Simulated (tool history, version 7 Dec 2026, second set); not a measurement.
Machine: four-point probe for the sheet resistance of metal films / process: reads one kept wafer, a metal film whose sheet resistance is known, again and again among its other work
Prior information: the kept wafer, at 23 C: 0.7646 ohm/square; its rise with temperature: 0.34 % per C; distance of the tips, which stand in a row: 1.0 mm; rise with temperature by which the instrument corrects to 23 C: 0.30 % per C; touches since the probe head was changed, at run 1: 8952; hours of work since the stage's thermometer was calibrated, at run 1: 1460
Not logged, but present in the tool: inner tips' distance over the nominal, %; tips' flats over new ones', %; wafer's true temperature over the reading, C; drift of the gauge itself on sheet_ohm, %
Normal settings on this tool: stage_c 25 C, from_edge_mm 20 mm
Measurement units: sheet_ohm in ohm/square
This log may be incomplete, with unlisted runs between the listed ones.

run,hour,stage_c,from_edge_mm,touches since the probe head was changed,hours of work since the stage's thermometer was calibrated,sheet_ohm
1,0.0,25,20,8952,1460,0.766166
2,26.1,25,72,10276,1478,0.765356
3,44.7,25,72,11220,1491,0.765103
4,59.4,25,72,11966,1501,0.765274
5,75.7,25,72,12791,1512,0.765470
6,91.3,25,6,13580,1523,0.776309
7,103.5,25,6,14199,1531,0.776207
8,129.3,25,6,15509,1549,0.776656
9,142.2,25,6,16162,1558,0.776386
10,154.7,25,6,16798,1566,0.776473
11,179.7,25,6,18066,1584,0.776497
12,200.4,25,28,19114,1598,0.765732
13,215.7,25,28,19888,1608,0.765713
14,241.4,25,28,21190,1626,0.765643
15,269.5,25,20,22614,1645,0.766090
16,282.5,26,20,23273,1654,0.766494
17,310.3,26,20,24686,1674,0.766516
18,338.8,25,5,26129,1693,0.781100
19,352.6,33,20,26829,1703,0.768781
20,374.6,29,20,27944,1718,0.767395
21,391.3,29,28,28792,1729,0.766948
# hour 401.8: stage's thermometer calibrated
22,418.0,25,20,30121,11,0.766302
23,437.7,34,6,31121,25,0.779326
24,465.3,19,14,32521,44,0.765539
25,479.5,24,23,33238,53,0.766040
26,507.2,27,12,34644,73,0.768685
27,535.0,27,47,36054,92,0.765724
28,555.7,27,24,37101,106,0.766319
29,570.0,27,24,37825,116,0.766413
30,584.0,28,15,38537,125,0.768232
31,605.6,20,13,39633,140,0.765994
32,618.7,19,35,40299,149,0.763512
33,646.7,19,35,41715,169,0.763454
34,672.0,19,35,42997,186,0.763821
35,686.5,23,16,43736,196,0.766283
36,710.7,22,15,44960,213,0.765851
37,728.3,22,15,45854,225,0.766223
38,749.7,22,20,46938,240,0.765301
39,768.7,28,70,47903,253,0.766361
40,794.2,28,70,49197,270,0.765937
41,806.5,31,10,49817,279,0.771179
42,835.2,18,25,51272,298,0.763578
43,858.4,31,25,52452,314,0.767453
44,882.8,31,25,53690,331,0.767873

Alternative continuations, all from the tool just after run 44; predict every row:
A,906.3,25,10,54878,347,?
B,906.3,24,25,54878,347,?
C,906.3,21,14,54878,347,?
D,906.3,25,20,54878,347,?
E,906.3,21,5,54878,347,?

run,sheet_ohm
A,0.769311
B,0.765534
C,0.766107
D,0.766367
E,0.780111
Take away the tool's hidden state, keep each run's random variation, and the runs would have read:
run,sheet_ohm
A,0.769315
B,0.765538
C,0.766110
D,0.766371
E,0.780115
